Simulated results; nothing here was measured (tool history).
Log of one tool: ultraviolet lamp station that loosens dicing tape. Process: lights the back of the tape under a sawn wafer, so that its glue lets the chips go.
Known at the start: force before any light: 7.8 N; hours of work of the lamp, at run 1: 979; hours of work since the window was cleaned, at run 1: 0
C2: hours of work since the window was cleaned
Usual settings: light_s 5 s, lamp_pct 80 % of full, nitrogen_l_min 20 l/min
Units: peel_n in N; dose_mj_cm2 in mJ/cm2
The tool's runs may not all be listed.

Run 1, hour 0: usual settings; hours of work of the lamp 979; C2 0. Result: peel_n 0.562 N, dose_mj_cm2 260 mJ/cm2.
Run 2, hour 35.9: usual settings; hours of work of the lamp 1006; C2 27. Result: peel_n 0.582 N, dose_mj_cm2 258 mJ/cm2.
Run 3, hour 66.7: usual settings; hours of work of the lamp 1029; C2 49. Result: peel_n 0.583 N, dose_mj_cm2 251 mJ/cm2.
Run 4, hour 121.6: usual settings; hours of work of the lamp 1069; C2 90. Result: peel_n 0.587 N, dose_mj_cm2 248 mJ/cm2.
Run 5, hour 171.7: usual settings; hours of work of the lamp 1106; C2 127. Result: peel_n 0.617 N, dose_mj_cm2 238 mJ/cm2.
Run 6, hour 209.3: usual settings; hours of work of the lamp 1134; C2 155. Result: peel_n 0.668 N, dose_mj_cm2 235 mJ/cm2.
Run 7, hour 247.4: usual settings; hours of work of the lamp 1163; C2 183. Result: peel_n 0.675 N, dose_mj_cm2 229 mJ/cm2.
Run 8, hour 275.5: usual settings; hours of work of the lamp 1183; C2 204. Result: peel_n 0.696 N, dose_mj_cm2 232 mJ/cm2.
Run 9, hour 314.8: usual settings but light_s 2 s; hours of work of the lamp 1213; C2 233. Result: peel_n 2.75 N, dose_mj_cm2 90 mJ/cm2.
Run 10, hour 349.8: usual settings but light_s 2 s, nitrogen_l_min 38 l/min; hours of work of the lamp 1239; C2 259. Result: peel_n 2.328 N, dose_mj_cm2 89 mJ/cm2.
Run 11, hour 413.8: usual settings but light_s 2 s, nitrogen_l_min 38 l/min; hours of work of the lamp 1286; C2 307. Result: peel_n 2.365 N, dose_mj_cm2 84 mJ/cm2.
Run 12, hour 463.1: usual settings but nitrogen_l_min 19 l/min; hours of work of the lamp 1322; C2 343. Result: peel_n 0.81 N, dose_mj_cm2 210 mJ/cm2.
Run 13, hour 493.8: usual settings but nitrogen_l_min 19 l/min; hours of work of the lamp 1345; C2 366. Result: peel_n 0.862 N, dose_mj_cm2 206 mJ/cm2.
At hour 509.4: window cleaned of glue's vapour.
Run 14, hour 552.8: usual settings; hours of work of the lamp 1389; C2 32. Result: peel_n 0.623 N, dose_mj_cm2 236 mJ/cm2.
Run 15, hour 591.8: usual settings; hours of work of the lamp 1418; C2 61. Result: peel_n 0.663 N, dose_mj_cm2 233 mJ/cm2.
Run 16, hour 652.5: usual settings; hours of work of the lamp 1463; C2 106. Result: peel_n 0.692 N, dose_mj_cm2 228 mJ/cm2.
Run 17, hour 706.3: usual settings; hours of work of the lamp 1502; C2 146. Result: peel_n 0.737 N, dose_mj_cm2 223 mJ/cm2.
Run 18, hour 759.8: usual settings; hours of work of the lamp 1542; C2 186. Result: peel_n 0.774 N, dose_mj_cm2 218 mJ/cm2.
Run 19, hour 806.7: usual settings; hours of work of the lamp 1577; C2 220. Result: peel_n 0.814 N, dose_mj_cm2 212 mJ/cm2.
Run 20, hour 844: usual settings; hours of work of the lamp 1605; C2 248. Result: peel_n 0.827 N, dose_mj_cm2 208 mJ/cm2.
Run 21, hour 898.2: usual settings but light_s 3 s, lamp_pct 85 % of full; hours of work of the lamp 1645; C2 288. Result: peel_n 1.803 N, dose_mj_cm2 130 mJ/cm2.
Run 22, hour 952.1: usual settings but light_s 4 s, lamp_pct 86 % of full, nitrogen_l_min 10 l/min; hours of work of the lamp 1685; C2 328. Result: peel_n 1.722 N, dose_mj_cm2 172 mJ/cm2.
Run 23, hour 981.6: usual settings but lamp_pct 86 % of full, nitrogen_l_min 30 l/min; hours of work of the lamp 1707; C2 350. Result: peel_n 0.649 N, dose_mj_cm2 207 mJ/cm2.
At hour 1015.4: window cleaned of glue's vapour.
Run 24, hour 1027.4: usual settings but lamp_pct 86 % of full, nitrogen_l_min 30 l/min; hours of work of the lamp 1740; C2 9. Result: peel_n 0.501 N, dose_mj_cm2 241 mJ/cm2.
Run 25, hour 1061.1: usual settings but lamp_pct 61 % of full, nitrogen_l_min 30 l/min; hours of work of the lamp 1765; C2 34. Result: peel_n 0.931 N, dose_mj_cm2 168 mJ/cm2.
At hour 1080.1: lamp changed.
Run 26, hour 1111: usual settings but lamp_pct 66 % of full, nitrogen_l_min 30 l/min; hours of work of the lamp 23; C2 70. Result: peel_n 0.526 N, dose_mj_cm2 237 mJ/cm2.
Run 27, hour 1159.6: usual settings but light_s 4 s, lamp_pct 97 % of full, nitrogen_l_min 14 l/min; hours of work of the lamp 59; C2 106. Result: peel_n 0.642 N, dose_mj_cm2 272 mJ/cm2.
Run 28, hour 1214.3: usual settings but light_s 8 s, lamp_pct 98 % of full, nitrogen_l_min 38 l/min; hours of work of the lamp 100; C2 147. Result: peel_n 0.233 N, dose_mj_cm2 537 mJ/cm2.
Run 29, hour 1256.7: usual settings but light_s 8 s, lamp_pct 98 % of full, nitrogen_l_min 38 l/min; hours of work of the lamp 131; C2 178. Result: peel_n 0.244 N, dose_mj_cm2 521 mJ/cm2.
Run 30, hour 1319.5: usual settings but light_s 8 s, lamp_pct 98 % of full, nitrogen_l_min 38 l/min; hours of work of the lamp 177; C2 225. Result: peel_n 0.248 N, dose_mj_cm2 510 mJ/cm2.
Run 31, hour 1371.7: usual settings but light_s 8 s, lamp_pct 92 % of full, nitrogen_l_min 8 l/min; hours of work of the lamp 216; C2 263. Result: peel_n 0.357 N, dose_mj_cm2 468 mJ/cm2.
Run 32, hour 1400.6: usual settings but light_s 8 s, lamp_pct 92 % of full, nitrogen_l_min 8 l/min; hours of work of the lamp 238; C2 285. Result: peel_n 0.371 N, dose_mj_cm2 465 mJ/cm2.
Run 33, hour 1457.8: usual settings but light_s 8 s, lamp_pct 92 % of full, nitrogen_l_min 8 l/min; hours of work of the lamp 280; C2 327. Result: peel_n 0.385 N, dose_mj_cm2 452 mJ/cm2.
Run 34, hour 1500.1: usual settings but light_s 3 s, lamp_pct 92 % of full, nitrogen_l_min 38 l/min; hours of work of the lamp 311; C2 359. Result: peel_n 0.928 N, dose_mj_cm2 165 mJ/cm2.
At hour 1520.8: window cleaned of glue's vapour.
Run 35, hour 1528.9: usual settings but light_s 3 s, lamp_pct 92 % of full, nitrogen_l_min 38 l/min; hours of work of the lamp 332; C2 6. Result: peel_n 0.654 N, dose_mj_cm2 195 mJ/cm2.
Run 36, hour 1556.6: usual settings but light_s 6 s, lamp_pct 83 % of full, nitrogen_l_min 14 l/min; hours of work of the lamp 353; C2 27. Result: peel_n 0.426 N, dose_mj_cm2 346 mJ/cm2.
Run 37, hour 1596.3: usual settings but light_s 9 s, lamp_pct 70 % of full, nitrogen_l_min 14 l/min; hours of work of the lamp 382; C2 56. Result: peel_n 0.297 N, dose_mj_cm2 432 mJ/cm2.
Run 38, hour 1650.2: usual settings but light_s 2 s, lamp_pct 84 % of full, nitrogen_l_min 14 l/min; hours of work of the lamp 422; C2 96. Result: peel_n 2.539 N, dose_mj_cm2 118 mJ/cm2.

Forecast each of these 5 alternatives for the next run:
Run A, hour 1699: usual settings but light_s 2 s, lamp_pct 82 % of full, nitrogen_l_min 14 l/min; hours of work of the lamp 458; C2 132. Result: peel_n ?, dose_mj_cm2 ?.
Run B, hour 1699: usual settings but light_s 7 s, lamp_pct 87 % of full, nitrogen_l_min 18 l/min; hours of work of the lamp 458; C2 132. Result: peel_n ?, dose_mj_cm2 ?.
Run C, hour 1699: usual settings but light_s 7 s, lamp_pct 84 % of full, nitrogen_l_min 14 l/min; hours of work of the lamp 458; C2 132. Result: peel_n ?, dose_mj_cm2 ?.
Run D, hour 1699: usual settings but light_s 2 s, lamp_pct 84 % of full, nitrogen_l_min 15 l/min; hours of work of the lamp 458; C2 132. Result: peel_n ?, dose_mj_cm2 ?.
Run E, hour 1699: usual settings but light_s 6 s, lamp_pct 73 % of full, nitrogen_l_min 8 l/min; hours of work of the lamp 458; C2 132. Result: peel_n ?, dose_mj_cm2 ?.

run  peel_n  dose_mj_cm2
  A   2.644          107
  B     0.3          396
  C   0.353          383
  D   2.481          113
  E   0.869          292
Without the tool's hidden state the same runs would have given:
run  peel_n  dose_mj_cm2
  A   2.232          124
  B   0.266          461
  C   0.296          445
  D    2.08          131
  E    0.66          338
